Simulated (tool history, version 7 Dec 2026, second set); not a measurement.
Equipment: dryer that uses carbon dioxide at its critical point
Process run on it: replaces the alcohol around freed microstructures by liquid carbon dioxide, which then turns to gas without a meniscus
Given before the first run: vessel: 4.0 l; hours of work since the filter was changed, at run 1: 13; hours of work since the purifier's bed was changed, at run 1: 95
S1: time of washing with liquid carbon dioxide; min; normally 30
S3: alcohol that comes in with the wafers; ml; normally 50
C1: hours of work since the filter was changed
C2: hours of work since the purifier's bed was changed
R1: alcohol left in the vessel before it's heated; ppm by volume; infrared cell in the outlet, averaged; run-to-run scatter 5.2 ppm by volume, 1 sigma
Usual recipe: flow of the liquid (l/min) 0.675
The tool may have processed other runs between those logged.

run 1 hour=0 | S1=30 flow_of_the_liquid_(l/min)=0.675 S3=50 | C1=13 C2=95 | R1=118
run 2 hour=9.6 | S1=30 flow_of_the_liquid_(l/min)=0.675 S3=50 | C1=18 C2=101 | R1=118
run 3 hour=17.4 | S1=30 flow_of_the_liquid_(l/min)=0.675 S3=50 | C1=23 C2=105 | R1=121
run 4 hour=21.8 | S1=30 flow_of_the_liquid_(l/min)=0.675 S3=50 | C1=25 C2=107 | R1=116
run 5 hour=28.3 | S1=30 flow_of_the_liquid_(l/min)=0.797 S3=50 | C1=29 C2=111 | R1=66
run 6 hour=34.3 | S1=30 flow_of_the_liquid_(l/min)=0.797 S3=50 | C1=32 C2=114 | R1=62
run 7 hour=40.7 | S1=30 flow_of_the_liquid_(l/min)=0.797 S3=50 | C1=36 C2=118 | R1=73
run 8 hour=47.4 | S1=30 flow_of_the_liquid_(l/min)=0.675 S3=50 | C1=40 C2=122 | R1=129
run 9 hour=54.5 | S1=30 flow_of_the_liquid_(l/min)=0.675 S3=107 | C1=44 C2=126 | R1=231
run 10 hour=58.5 | S1=24 flow_of_the_liquid_(l/min)=0.675 S3=50 | C1=46 C2=128 | R1=290
run 11 hour=64 | S1=43 flow_of_the_liquid_(l/min)=0.9 S3=116 | C1=49 C2=131 | R1=33

Estimate the outcome of run 12 from the log above:
run 12 hour=68.4 | S1=19 flow_of_the_liquid_(l/min)=0.9 S3=33 | C1=52 C2=134 | R1=?

R1: 180 ppm by volume
On a tool with no hidden condition, and with the same random variation, this run would have come out at R1 140 ppm by volume.
